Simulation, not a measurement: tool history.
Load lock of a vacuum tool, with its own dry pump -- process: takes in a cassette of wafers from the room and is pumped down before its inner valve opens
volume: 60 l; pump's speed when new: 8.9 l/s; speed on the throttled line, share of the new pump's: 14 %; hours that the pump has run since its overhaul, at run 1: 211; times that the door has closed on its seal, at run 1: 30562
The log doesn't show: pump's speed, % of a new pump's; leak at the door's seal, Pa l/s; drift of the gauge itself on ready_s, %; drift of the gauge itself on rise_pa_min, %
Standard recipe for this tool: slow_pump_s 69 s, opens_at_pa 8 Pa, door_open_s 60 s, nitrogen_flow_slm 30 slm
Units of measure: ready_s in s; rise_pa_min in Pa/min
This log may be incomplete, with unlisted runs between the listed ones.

run      day  slow_pump_s  opens_at_pa  door_open_s  nitrogen_flow_slm  hours that the pump has run since its overhaul  times that the door has closed on its seal  incoming humidity of the room's air, %  ready_s  rise_pa_min
  1    0.000           69            8           60                 30                                             211                                       30562                                    46.1    123.6        0.311
  2    7.758           69            8           60                  5                                             397                                       31317                                    47.5    124.7        0.353
  3   20.654           69            9           60                 30                                             707                                       32571                                    44.0    123.2        0.343
  4   34.983           69            9           60                 30                                            1050                                       33965                                    48.0    123.6        0.369
      38.592  -- door's seal changed, seat wiped
  5   45.742           69            9           60                 30                                            1307                                         696                                    41.4    123.3        0.032
  6   53.800           69            9           60                 30                                            1500                                        1479                                    43.0    125.7        0.035
  7   64.312           69            9           60                 30                                            1753                                        2502                                    50.1    125.3        0.039
  8   78.525           69            8          119                 30                                            2094                                        3884                                    48.0    125.3        0.058
  9   87.000           69            8          119                 30                                            2297                                        4708                                    40.7    125.6        0.057
 10  103.692           69            8           60                 30                                            2698                                        6332                                    46.4    125.1        0.054
 11  112.654           69            8           60                 30                                            2913                                        7203                                    45.1    125.2        0.058
 12  126.488           69            8           60                 30                                            3245                                        8549                                    46.0    125.8        0.061
 13  140.392           69            8           60                 30                                            3579                                        9901                                    45.7    124.0        0.068
 14  155.788           69            8           60                 24                                            3948                                       11398                                    45.2    125.1        0.086
 15  167.008           69            8           60                 30                                            4218                                       12489                                    45.3    126.8        0.084
 16  179.204           69            8           60                 30                                            4510                                       13675                                    44.2    126.7        0.096
 17  186.275           69            8           60                 30                                            4680                                       14363                                    47.8    126.0        0.102
 18  194.404           69            8           60                 30                                            4875                                       15154                                    44.7    126.9        0.111
 19  205.408           69            8           60                 30                                            5139                                       16224                                    43.5    127.9        0.122
 20  222.783           69            8           60                 30                                            5556                                       17914                                    43.5    127.7        0.141
 21  234.667           69            8           60                 30                                            5841                                       19070                                    43.8    128.3        0.145
 22  246.833           69            8           60                 30                                            6133                                       20253                                    40.5    128.2        0.162
 23  264.133           72           16           60                  5                                            6549                                       21935                                    47.8    125.6        0.199
 24  278.642           69           15           84                 20                                            6897                                       23346                                    41.0    123.3        0.197
 25  286.675           51            8           43                  9                                            7090                                       24127                                    40.6    112.2        0.208
 26  303.079           51            8           43                  9                                            7483                                       25723                                    45.2    112.9        0.224
 27  311.988           69            8           60                  5                                            7697                                       26589                                    41.5    128.7        0.245
 28  327.312           44            8          109                  5                                            8065                                       28079                                    42.8    108.0        0.282
 29  334.588           73            7           41                  5                                            8239                                       28787                                    45.7    135.2        0.269
 30  341.988           89           11           93                  4                                            8417                                       29507                                    44.0    144.2        0.292
 31  350.279           38           12           25                  8                                            8616                                       30313                                    46.0     99.3        0.280
 32  363.808           38           12           25                  8                                            8941                                       31629                                    48.3    100.0        0.303
 33  376.992           38           12           25                  8                                            9257                                       32911                                    43.5    100.1        0.316
 34  387.683          130           15          118                 12                                            9514                                       33951                                    50.1    175.4        0.367
     392.000  -- door's seal changed, seat wiped
 35  403.508           69            8          119                 30                                            9892                                        1120                                    45.5    129.5        0.039
 36  414.342          101           11           96                 16                                           10152                                        2173                                    44.4    152.3        0.053
 37  421.896           69            6           96                 30                                           10333                                        2908                                    43.7    132.9        0.047
 38  435.629           69            8          162                 15                                           10663                                        4244                                    42.9    130.1        0.072

Across each entry between runs, compare the hidden state at the last listed run before it with the hidden state at the first listed run after it:
After run 4, before run 5: door's seal changed, seat wiped (day 38.592)
  pump's speed, % of a new pump's: 97.5 -> 97.3; leak at the door's seal, Pa l/s: 0.3358 -> 0.0036
  difference, measured minus the result without the unlogged condition, ready_s: +1.4 -> +1.5 s; rise_pa_min: +0.337 -> +0.002 Pa/min
After run 34, before run 35: door's seal changed, seat wiped (day 392.000)
  pump's speed, % of a new pump's: 89.9 -> 89.5; leak at the door's seal, Pa l/s: 0.3036 -> 0.0047
  difference, measured minus the result without the unlogged condition, ready_s: +4.6 -> +6.4 s; rise_pa_min: +0.305 -> +0.003 Pa/min
